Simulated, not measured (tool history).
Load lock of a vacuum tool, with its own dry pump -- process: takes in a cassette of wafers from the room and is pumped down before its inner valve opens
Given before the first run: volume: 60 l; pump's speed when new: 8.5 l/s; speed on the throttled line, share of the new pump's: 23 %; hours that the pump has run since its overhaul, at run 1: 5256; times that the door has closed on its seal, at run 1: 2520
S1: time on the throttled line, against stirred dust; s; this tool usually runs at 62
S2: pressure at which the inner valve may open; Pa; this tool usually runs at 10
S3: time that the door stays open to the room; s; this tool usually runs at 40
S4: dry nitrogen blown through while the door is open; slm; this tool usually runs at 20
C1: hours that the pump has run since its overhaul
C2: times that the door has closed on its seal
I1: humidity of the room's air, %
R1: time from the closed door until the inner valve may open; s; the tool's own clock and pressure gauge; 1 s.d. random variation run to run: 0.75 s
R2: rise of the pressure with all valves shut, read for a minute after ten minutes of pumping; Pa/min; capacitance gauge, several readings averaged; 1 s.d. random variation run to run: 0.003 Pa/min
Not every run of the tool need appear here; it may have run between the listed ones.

| run | hour | S1 | S2 | S3 | S4 | C1 | C2 | I1 | R1 | R2 |
|---|---|---|---|---|---|---|---|---|---|---|
| 1 | 0.0 | 62 | 10 | 40 | 20 | 5256 | 2520 | 46.1 | 115.5 | 0.051 |
| 2 | 160.1 | 62 | 10 | 40 | 20 | 5416 | 2732 | 45.1 | 117.5 | 0.050 |
| 3 | 286.8 | 62 | 10 | 40 | 20 | 5542 | 2899 | 43.5 | 118.8 | 0.057 |
| 4 | 425.6 | 62 | 10 | 40 | 20 | 5681 | 3083 | 42.9 | 118.9 | 0.051 |
| 5 | 626.0 | 39 | 10 | 40 | 20 | 5882 | 3349 | 44.8 | 101.6 | 0.057 |
| 6 | 744.1 | 39 | 10 | 40 | 20 | 6000 | 3505 | 46.8 | 100.6 | 0.059 |
| 7 | 907.7 | 62 | 10 | 40 | 20 | 6163 | 3722 | 44.4 | 119.2 | 0.062 |
| 8 | 1095.0 | 62 | 10 | 40 | 20 | 6351 | 3970 | 46.5 | 118.1 | 0.069 |
| 9 | 1271.0 | 62 | 10 | 149 | 20 | 6527 | 4203 | 40.0 | 119.6 | 0.084 |
| 10 | 1482.0 | 62 | 10 | 149 | 20 | 6738 | 4482 | 47.0 | 118.6 | 0.087 |
| 11 | 1568.0 | 62 | 10 | 40 | 20 | 6824 | 4596 | 47.5 | 117.5 | 0.071 |
| 12 | 1732.9 | 62 | 10 | 40 | 20 | 6989 | 4814 | 47.1 | 118.9 | 0.073 |
| 13 | 1823.0 | 62 | 10 | 40 | 20 | 7079 | 4934 | 44.7 | 119.7 | 0.079 |
| 14 | 1941.3 | 62 | 10 | 40 | 20 | 7197 | 5090 | 43.5 | 119.4 | 0.075 |
| 15 | 2054.5 | 62 | 10 | 40 | 20 | 7310 | 5240 | 46.2 | 120.2 | 0.078 |
| 16 | 2189.2 | 62 | 10 | 40 | 20 | 7445 | 5419 | 45.6 | 120.8 | 0.086 |
| 17 | 2380.5 | 62 | 10 | 40 | 20 | 7636 | 5672 | 41.8 | 119.7 | 0.083 |
| 18 | 2534.9 | 62 | 10 | 40 | 20 | 7790 | 5876 | 46.6 | 119.4 | 0.093 |
| 19 | 2725.5 | 62 | 10 | 40 | 20 | 7981 | 6129 | 45.4 | 120.2 | 0.094 |
| 20 | 2874.9 | 62 | 11 | 40 | 20 | 8131 | 6327 | 44.6 | 119.1 | 0.095 |
| 21 | 3017.2 | 62 | 11 | 40 | 20 | 8273 | 6515 | 44.5 | 119.9 | 0.098 |
| 22 | 3172.0 | 81 | 11 | 200 | 27 | 8428 | 6720 | 45.5 | 135.1 | 0.114 |
| 23 | 3260.6 | 81 | 8 | 200 | 7 | 8516 | 6837 | 44.4 | 135.9 | 0.153 |
| 24 | 3467.6 | 81 | 8 | 77 | 12 | 8723 | 7112 | 44.9 | 135.5 | 0.131 |
| 25 | 3637.7 | 98 | 13 | 27 | 31 | 8893 | 7337 | 43.1 | 143.5 | 0.100 |
| 26 | 3731.6 | 62 | 10 | 45 | 18 | 8987 | 7461 | 45.5 | 120.2 | 0.112 |
| 27 | 3922.9 | 62 | 14 | 45 | 18 | 9179 | 7714 | 44.4 | 117.0 | 0.117 |
| 28 | 4105.1 | 112 | 18 | 40 | 20 | 9361 | 7956 | 45.7 | 153.6 | 0.125 |
| 29 | 4244.3 | 75 | 8 | 101 | 20 | 9500 | 8140 | 48.4 | 132.6 | 0.142 |
| 30 | 4374.3 | 62 | 15 | 153 | 20 | 9630 | 8312 | 44.7 | 117.2 | 0.137 |
| 31 | 4488.9 | 88 | 16 | 127 | 20 | 9745 | 8464 | 46.1 | 137.5 | 0.148 |
| 32 | 4634.9 | 62 | 10 | 35 | 20 | 9891 | 8657 | 46.8 | 120.7 | 0.132 |
| 33 | 4720.7 | 62 | 10 | 35 | 20 | 9976 | 8771 | 45.0 | 120.7 | 0.137 |
| 34 | 4861.2 | 62 | 10 | 166 | 20 | 10117 | 8957 | 43.2 | 121.3 | 0.153 |
| 35 | 4950.2 | 68 | 10 | 210 | 20 | 10206 | 9075 | 49.2 | 125.7 | 0.165 |
| 36 | 5147.7 | 35 | 9 | 40 | 20 | 10403 | 9336 | 47.3 | 103.3 | 0.150 |
| 37 | 5347.4 | 79 | 10 | 47 | 20 | 10603 | 9601 | 42.8 | 135.0 | 0.145 |

What if the next run were any one of these 3? Each begins from the tool's condition after run 37:
| A | 5460.2 | 62 | 17 | 40 | 20 | 10716 | 9750 | 45.9 | ? | ? |
| B | 5460.2 | 50 | 10 | 40 | 20 | 10716 | 9750 | 45.0 | ? | ? |
| C | 5460.2 | 62 | 12 | 40 | 20 | 10716 | 9750 | 45.5 | ? | ? |

| run | R1 | R2 |
|---|---|---|
| A | 116.6 | 0.151 |
| B | 112.6 | 0.149 |
| C | 119.6 | 0.154 |
Had the tool no hidden state, the same runs would have come out as:
| run | R1 | R2 |
|---|---|---|
| A | 109.4 | 0.026 |
| B | 104.2 | 0.025 |
| C | 111.9 | 0.027 |
